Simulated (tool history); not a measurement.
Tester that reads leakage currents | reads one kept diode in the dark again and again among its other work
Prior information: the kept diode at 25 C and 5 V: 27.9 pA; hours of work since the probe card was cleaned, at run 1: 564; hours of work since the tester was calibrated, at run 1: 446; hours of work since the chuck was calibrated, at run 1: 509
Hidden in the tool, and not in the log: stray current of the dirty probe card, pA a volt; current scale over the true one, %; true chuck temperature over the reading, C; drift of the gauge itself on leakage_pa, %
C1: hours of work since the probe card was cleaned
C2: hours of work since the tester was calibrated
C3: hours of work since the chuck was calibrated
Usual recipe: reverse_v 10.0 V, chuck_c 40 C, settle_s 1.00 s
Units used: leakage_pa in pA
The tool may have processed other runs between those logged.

Run 1, hour 0.0: usual settings; C1 564; C2 446; C3 509. Result: leakage_pa 114.06 pA.
Run 2, hour 31.6: usual settings; C1 585; C2 467; C3 530. Result: leakage_pa 114.38 pA.
Run 3, hour 65.7: usual settings; C1 608; C2 490; C3 553. Result: leakage_pa 114.09 pA.
Run 4, hour 84.2: usual settings; C1 620; C2 502; C3 565. Result: leakage_pa 114.22 pA.
Run 5, hour 118.4: usual settings; C1 643; C2 525; C3 588. Result: leakage_pa 114.40 pA.
Run 6, hour 136.9: usual settings but settle_s 0.62 s; C1 655; C2 537; C3 600. Result: leakage_pa 115.51 pA.
Run 7, hour 161.2: usual settings but settle_s 0.62 s; C1 671; C2 553; C3 616. Result: leakage_pa 114.92 pA.
Run 8, hour 186.1: usual settings but chuck_c 21 C, settle_s 0.62 s; C1 688; C2 570; C3 633. Result: leakage_pa 35.76 pA.
Run 9, hour 209.7: usual settings but reverse_v 8.5 V, chuck_c 21 C, settle_s 0.62 s; C1 703; C2 586; C3 648. Result: leakage_pa 32.80 pA.
Run 10, hour 228.6: usual settings but reverse_v 8.5 V, chuck_c 21 C, settle_s 0.62 s; C1 716; C2 598; C3 661. Result: leakage_pa 32.78 pA.
Run 11, hour 255.0: usual settings but reverse_v 8.5 V, chuck_c 21 C, settle_s 0.62 s; C1 733; C2 616; C3 679. Result: leakage_pa 32.93 pA.
Run 12, hour 284.8: usual settings but reverse_v 8.5 V, chuck_c 21 C, settle_s 0.62 s; C1 753; C2 635; C3 698. Result: leakage_pa 33.24 pA.
Run 13, hour 302.2: usual settings; C1 765; C2 647; C3 710. Result: leakage_pa 114.39 pA.
At hour 307.6: chuck's temperature calibrated.
Run 14, hour 325.5: usual settings; C1 779; C2 661; C3 12. Result: leakage_pa 123.44 pA.
Run 15, hour 348.1: usual settings; C1 794; C2 676; C3 27. Result: leakage_pa 124.18 pA.
Run 16, hour 363.6: usual settings; C1 804; C2 687; C3 37. Result: leakage_pa 123.89 pA.
Run 17, hour 394.8: usual settings; C1 825; C2 707; C3 58. Result: leakage_pa 123.65 pA.
Run 18, hour 429.9: usual settings; C1 848; C2 731; C3 81. Result: leakage_pa 123.74 pA.
Run 19, hour 458.5: usual settings; C1 867; C2 750; C3 100. Result: leakage_pa 124.06 pA.
Run 20, hour 489.7: usual settings; C1 888; C2 770; C3 121. Result: leakage_pa 122.88 pA.
Run 21, hour 511.3: usual settings but reverse_v 19.2 V, chuck_c 23 C, settle_s 5.35 s; C1 902; C2 785; C3 135. Result: leakage_pa 60.86 pA.
Run 22, hour 532.7: usual settings but reverse_v 19.2 V, chuck_c 23 C, settle_s 5.35 s; C1 916; C2 799; C3 149. Result: leakage_pa 61.20 pA.
At hour 537.3: probe card cleaned and baked.
Run 23, hour 554.4: usual settings but reverse_v 4.0 V, chuck_c 32 C, settle_s 5.35 s; C1 11; C2 811; C3 162. Result: leakage_pa 49.78 pA.
Run 24, hour 580.1: usual settings but reverse_v 6.8 V, chuck_c 21 C, settle_s 9.81 s; C1 28; C2 828; C3 179. Result: leakage_pa 32.10 pA.
Run 25, hour 607.0: usual settings but reverse_v 1.2 V; C1 46; C2 846; C3 197. Result: leakage_pa 54.42 pA.
Run 26, hour 629.8: usual settings but reverse_v 12.1 V, chuck_c 43 C, settle_s 8.24 s; C1 61; C2 861; C3 212. Result: leakage_pa 161.86 pA.
At hour 641.0: probe card cleaned and baked, once more.
Run 27, hour 647.8: usual settings but reverse_v 12.1 V, chuck_c 43 C, settle_s 8.24 s; C1 5; C2 871; C3 222. Result: leakage_pa 144.55 pA.
Run 28, hour 671.5: usual settings but reverse_v 4.3 V, chuck_c 25 C, settle_s 4.79 s; C1 20; C2 887; C3 238. Result: leakage_pa 25.83 pA.
Run 29, hour 704.2: usual settings but reverse_v 2.2 V, chuck_c 34 C, settle_s 1.25 s; C1 42; C2 909; C3 259. Result: leakage_pa 41.33 pA.
Run 30, hour 731.3: usual settings but reverse_v 2.2 V, chuck_c 34 C, settle_s 1.25 s; C1 60; C2 927; C3 277. Result: leakage_pa 41.45 pA.
Run 31, hour 763.5: usual settings but reverse_v 2.2 V, chuck_c 34 C, settle_s 1.25 s; C1 81; C2 948; C3 299. Result: leakage_pa 41.26 pA.
Run 32, hour 780.2: usual settings but reverse_v 2.2 V, chuck_c 34 C, settle_s 1.25 s; C1 92; C2 959; C3 310. Result: leakage_pa 41.22 pA.
Run 33, hour 814.9: usual settings but reverse_v 2.2 V, chuck_c 27 C, settle_s 9.91 s; C1 115; C2 982; C3 333. Result: leakage_pa 23.75 pA.
Run 34, hour 833.5: usual settings but reverse_v 2.2 V, chuck_c 27 C, settle_s 9.91 s; C1 128; C2 995; C3 345. Result: leakage_pa 23.87 pA.
Run 35, hour 854.2: usual settings but reverse_v 6.2 V, chuck_c 24 C; C1 142; C2 1008; C3 359. Result: leakage_pa 28.78 pA.
Run 36, hour 880.7: usual settings but reverse_v 3.5 V, settle_s 3.09 s; C1 159; C2 1026; C3 377. Result: leakage_pa 74.70 pA.
Run 37, hour 898.3: usual settings but reverse_v 3.5 V, chuck_c 41 C, settle_s 1.11 s; C1 171; C2 1038; C3 388. Result: leakage_pa 80.58 pA.
Run 38, hour 923.4: usual settings but reverse_v 3.5 V, chuck_c 41 C, settle_s 1.11 s; C1 188; C2 1054; C3 405. Result: leakage_pa 80.73 pA.
Run 39, hour 948.8: usual settings but reverse_v 11.4 V, chuck_c 35 C, settle_s 0.79 s; C1 204; C2 1071; C3 422. Result: leakage_pa 81.81 pA.
Run 40, hour 975.8: usual settings but chuck_c 27 C, settle_s 4.71 s; C1 222; C2 1089; C3 440. Result: leakage_pa 42.44 pA.

Below are 3 alternative next runs, each starting from the tool's condition after run 40. Predict each:
Run A, hour 997.8: usual settings but reverse_v 1.9 V, chuck_c 22 C, settle_s 0.54 s; C1 237; C2 1104; C3 454. Result: leakage_pa ?.
Run B, hour 997.8: usual settings but reverse_v 5.9 V; C1 237; C2 1104; C3 454. Result: leakage_pa ?.
Run C, hour 997.8: usual settings but chuck_c 45 C, settle_s 2.59 s; C1 237; C2 1104; C3 454. Result: leakage_pa ?.

run  leakage_pa
  A       15.89
  B       90.56
  C      154.97
Without the tool's unlogged condition, the same runs would have read:
run  leakage_pa
  A       16.37
  B       94.42
  C      161.38
